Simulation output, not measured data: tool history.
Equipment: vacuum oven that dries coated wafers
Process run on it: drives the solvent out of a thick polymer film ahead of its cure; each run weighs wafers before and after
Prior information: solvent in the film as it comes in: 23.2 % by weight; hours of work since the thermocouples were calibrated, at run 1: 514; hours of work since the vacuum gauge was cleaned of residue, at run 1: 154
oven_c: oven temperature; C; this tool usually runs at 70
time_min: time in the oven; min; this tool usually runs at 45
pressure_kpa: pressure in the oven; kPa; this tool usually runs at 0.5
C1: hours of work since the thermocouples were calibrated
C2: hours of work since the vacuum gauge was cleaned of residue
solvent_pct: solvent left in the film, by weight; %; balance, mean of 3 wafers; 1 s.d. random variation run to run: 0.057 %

run 1 hour=0 | oven_c=70 time_min=45 pressure_kpa=0.5 | C1=514 C2=154 | solvent_pct=3.35
run 2 hour=57.2 | oven_c=70 time_min=45 pressure_kpa=0.5 | C1=557 C2=197 | solvent_pct=3.37
run 3 hour=126.3 | oven_c=70 time_min=45 pressure_kpa=0.5 | C1=609 C2=249 | solvent_pct=3.47
run 4 hour=195.3 | oven_c=70 time_min=45 pressure_kpa=0.281 | C1=661 C2=301 | solvent_pct=3.26
-- hour=205.6 oven's thermocouples calibrated
run 5 hour=246.9 | oven_c=70 time_min=45 pressure_kpa=0.281 | C1=31 C2=338 | solvent_pct=3.24
run 6 hour=351.5 | oven_c=70 time_min=45 pressure_kpa=0.281 | C1=110 C2=417 | solvent_pct=3.2
run 7 hour=425.1 | oven_c=70 time_min=45 pressure_kpa=0.258 | C1=165 C2=472 | solvent_pct=3.19
run 8 hour=538.1 | oven_c=70 time_min=45 pressure_kpa=0.5 | C1=250 C2=557 | solvent_pct=3.38
run 9 hour=657.3 | oven_c=63 time_min=45 pressure_kpa=0.5 | C1=340 C2=647 | solvent_pct=6.5
run 10 hour=734.3 | oven_c=63 time_min=45 pressure_kpa=0.5 | C1=397 C2=705 | solvent_pct=6.51
run 11 hour=788.1 | oven_c=63 time_min=45 pressure_kpa=0.5 | C1=438 C2=745 | solvent_pct=6.67
run 12 hour=902.6 | oven_c=63 time_min=45 pressure_kpa=0.5 | C1=524 C2=831 | solvent_pct=6.53
run 13 hour=996.7 | oven_c=63 time_min=45 pressure_kpa=0.5 | C1=595 C2=902 | solvent_pct=6.61
-- hour=1094.9 oven's thermocouples calibrated
run 14 hour=1097.4 | oven_c=63 time_min=45 pressure_kpa=0.5 | C1=2 C2=976 | solvent_pct=6.64
run 15 hour=1173 | oven_c=63 time_min=45 pressure_kpa=0.5 | C1=59 C2=1033 | solvent_pct=6.56
run 16 hour=1223.2 | oven_c=63 time_min=45 pressure_kpa=0.5 | C1=96 C2=1071 | solvent_pct=6.51
run 17 hour=1311.2 | oven_c=65 time_min=35 pressure_kpa=0.703 | C1=163 C2=1137 | solvent_pct=7.33
run 18 hour=1392 | oven_c=66 time_min=35 pressure_kpa=1.161 | C1=223 C2=1198 | solvent_pct=6.99
run 19 hour=1490.5 | oven_c=73 time_min=36 pressure_kpa=1.912 | C1=297 C2=1272 | solvent_pct=4.15
run 20 hour=1539.4 | oven_c=73 time_min=36 pressure_kpa=1.802 | C1=334 C2=1308 | solvent_pct=4.03
run 21 hour=1652.3 | oven_c=73 time_min=36 pressure_kpa=1.802 | C1=419 C2=1393 | solvent_pct=4.13
run 22 hour=1723.4 | oven_c=85 time_min=33 pressure_kpa=1.79 | C1=472 C2=1447 | solvent_pct=1.08

Expected results for the next run?
run 23 hour=1794.8 | oven_c=85 time_min=33 pressure_kpa=1.79 | C1=526 C2=1500 | solvent_pct=?

Run 23 produced solvent_pct 1.12 %.
The same run, on a tool lacking any hidden state, would have yielded solvent_pct 1.1 %.

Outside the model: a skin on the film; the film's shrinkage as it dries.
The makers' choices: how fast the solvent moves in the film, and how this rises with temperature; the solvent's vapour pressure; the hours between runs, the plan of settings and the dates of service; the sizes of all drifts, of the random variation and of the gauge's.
